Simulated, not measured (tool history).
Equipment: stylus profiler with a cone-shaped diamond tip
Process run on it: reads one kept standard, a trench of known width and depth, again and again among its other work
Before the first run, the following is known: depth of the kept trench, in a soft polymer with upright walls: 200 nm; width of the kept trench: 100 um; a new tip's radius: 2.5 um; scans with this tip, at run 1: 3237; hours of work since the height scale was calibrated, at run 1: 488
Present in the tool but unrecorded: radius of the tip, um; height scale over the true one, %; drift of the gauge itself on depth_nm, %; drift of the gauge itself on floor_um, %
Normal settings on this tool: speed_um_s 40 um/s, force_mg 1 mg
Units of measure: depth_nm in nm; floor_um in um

| run | day | speed_um_s | force_mg | scans with this tip | hours of work since the height scale was calibrated | depth_nm | floor_um |
|---|---|---|---|---|---|---|---|
| 1 | 0 | 40 | 1 | 3237 | 488 | 201.54 | 97.22 |
| 2 | 0.55 | 40 | 1 | 3292 | 496 | 201.43 | 97.25 |
| 3 | 1.196 | 20 | 1 | 3356 | 506 | 201.32 | 97.33 |
| 4 | 2.133 | 20 | 1 | 3449 | 520 | 201.2 | 97.3 |
| 5 | 3.054 | 20 | 1 | 3540 | 534 | 201.4 | 97.28 |
| 6 | 3.871 | 20 | 1 | 3622 | 546 | 201.34 | 97.35 |
| 7 | 4.621 | 40 | 2.46 | 3696 | 557 | 202.7 | 97.26 |
| 8 | 5.058 | 40 | 2.46 | 3739 | 564 | 202.64 | 97.21 |
| 9 | 5.917 | 40 | 1 | 3825 | 577 | 201.25 | 97.15 |
| 10 | 6.812 | 40 | 1 | 3914 | 590 | 201.23 | 97.03 |
| 11 | 7.838 | 40 | 1 | 4015 | 606 | 201.32 | 97.13 |
| 12 | 8.462 | 40 | 1 | 4077 | 615 | 201.36 | 97.09 |
| 13 | 9.425 | 40 | 1 | 4173 | 629 | 201.32 | 97.02 |
| 14 | 10.488 | 40 | 1 | 4278 | 645 | 201.25 | 97.03 |
| 15 | 11.529 | 15 | 1 | 4382 | 661 | 201.38 | 97.17 |
| 16 | 12.171 | 15 | 1 | 4446 | 670 | 201.28 | 97.18 |
| 17 | 12.642 | 15 | 1 | 4492 | 677 | 201.26 | 97.2 |
| 18 | 13.396 | 15 | 1 | 4567 | 689 | 201.23 | 97.22 |
| 19 | 13.988 | 15 | 1 | 4626 | 698 | 201.25 | 97.19 |
| 20 | 14.438 | 40 | 1 | 4671 | 704 | 201.26 | 96.99 |
| 21 | 15.05 | 40 | 1 | 4732 | 714 | 201.33 | 96.99 |
| 22 | 15.846 | 40 | 0.59 | 4810 | 725 | 200.74 | 96.89 |
| 23 | 16.421 | 29 | 0.59 | 4868 | 734 | 200.73 | 96.95 |
| 24 | 17.188 | 15 | 1 | 4944 | 746 | 201.16 | 97.16 |
| 25 | 17.721 | 15 | 1 | 4996 | 754 | 201.19 | 97.14 |
| 26 | 18.304 | 65 | 2.08 | 5055 | 762 | 202.23 | 96.91 |
| 27 | 19.188 | 65 | 2.08 | 5142 | 776 | 202.24 | 96.86 |
| 28 | 19.942 | 79 | 1.95 | 5217 | 787 | 202.16 | 96.81 |
| 29 | 20.471 | 23 | 1.95 | 5270 | 795 | 202.09 | 97.07 |
| 30 | 21.171 | 27 | 0.76 | 5339 | 805 | 200.81 | 97.02 |
| 31 | 21.979 | 55 | 1.91 | 5419 | 817 | 202.09 | 96.9 |
| 32 | 22.783 | 12 | 0.74 | 5499 | 829 | 200.79 | 97.01 |
| 33 | 23.283 | 12 | 0.74 | 5549 | 837 | 200.92 | 97.07 |
| 34 | 23.946 | 17 | 1.84 | 5615 | 847 | 202.01 | 97.06 |
| 35 | 24.467 | 17 | 1.84 | 5666 | 855 | 201.99 | 97.01 |
| 36 | 25.104 | 17 | 1.84 | 5730 | 864 | 202.01 | 97 |
| 37 | 25.85 | 16 | 0.53 | 5804 | 875 | 200.47 | 96.98 |
| 38 | 26.425 | 68 | 0.69 | 5861 | 884 | 200.73 | 96.6 |
| 39 | 27.012 | 68 | 0.69 | 5919 | 893 | 200.79 | 96.53 |
| 40 | 28.025 | 31 | 0.58 | 6019 | 908 | 200.67 | 96.8 |
| 41 | 28.975 | 12 | 0.58 | 6114 | 922 | 200.68 | 96.89 |
| 42 | 29.754 | 12 | 0.58 | 6191 | 934 | 200.58 | 96.96 |
| 43 | 30.279 | 80 | 1 | 6244 | 942 | 201.13 | 96.45 |
| 44 | 31.262 | 10 | 0.96 | 6341 | 956 | 200.97 | 96.95 |
| 45 | 32.042 | 10 | 0.96 | 6418 | 968 | 200.99 | 96.96 |
| 46 | 32.533 | 26 | 1.13 | 6467 | 975 | 201.23 | 96.88 |
| 47 | 32.962 | 78 | 1.67 | 6510 | 982 | 201.79 | 96.63 |
| 48 | 33.746 | 17 | 0.4 | 6588 | 993 | 200.19 | 96.79 |

Each row is a separate what-if for the run after 48, all from the same tool condition, not one after another. Results?
| A | 34.221 | 12 | 0.4 | 6635 | 1001 | ? | ? |
| B | 34.221 | 41 | 0.63 | 6635 | 1001 | ? | ? |
| C | 34.221 | 77 | 0.78 | 6635 | 1001 | ? | ? |

| run | depth_nm | floor_um |
|---|---|---|
| A | 200.23 | 96.85 |
| B | 200.73 | 96.64 |
| C | 200.74 | 96.44 |
With the hidden condition removed and each run's random variation left untouched, the same runs would have given:
| run | depth_nm | floor_um |
|---|---|---|
| A | 200.88 | 97.88 |
| B | 201.37 | 97.67 |
| C | 201.39 | 97.47 |
